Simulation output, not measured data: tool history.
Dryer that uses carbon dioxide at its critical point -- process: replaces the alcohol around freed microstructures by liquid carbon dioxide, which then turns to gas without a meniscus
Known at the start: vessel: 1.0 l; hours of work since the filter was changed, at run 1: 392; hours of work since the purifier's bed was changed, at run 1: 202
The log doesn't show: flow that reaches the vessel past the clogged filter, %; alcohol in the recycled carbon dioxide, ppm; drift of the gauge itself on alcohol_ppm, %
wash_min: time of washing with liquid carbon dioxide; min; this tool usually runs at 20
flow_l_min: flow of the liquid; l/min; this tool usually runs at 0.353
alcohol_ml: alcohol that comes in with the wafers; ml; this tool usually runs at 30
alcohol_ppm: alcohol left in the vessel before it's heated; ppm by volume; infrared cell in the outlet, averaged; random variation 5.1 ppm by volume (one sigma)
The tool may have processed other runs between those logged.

run	hour	wash_min	flow_l_min	alcohol_ml	hours of work since the filter was changed	hours of work since the purifier's bed was changed	alcohol_ppm
1	0.0	20	0.353	30	392	202	123
2	11.6	20	0.353	30	397	207	135
3	17.7	20	0.353	30	400	210	120
4	26.1	20	0.353	30	404	213	126
5	37.3	20	0.353	30	408	218	127
6	46.8	20	0.353	30	412	222	127
7	58.8	17	0.261	104	417	227	2987
8	68.9	16	0.449	24	422	231	103
9	77.4	13	0.449	24	425	235	266
10	84.9	18	0.449	95	428	238	187
11	93.2	21	0.338	28	432	242	128
12	99.7	26	0.360	20	435	244	34

Measured less the same run without the tool's hidden state. The same run-to-run variation is in both; the gauge's scatter may not be:
run	alcohol_ppm
1	+69
2	+70
3	+70
4	+70
5	+73
6	+73
7	+1206
8	+61
9	+136
10	+116
11	+74
12	+23

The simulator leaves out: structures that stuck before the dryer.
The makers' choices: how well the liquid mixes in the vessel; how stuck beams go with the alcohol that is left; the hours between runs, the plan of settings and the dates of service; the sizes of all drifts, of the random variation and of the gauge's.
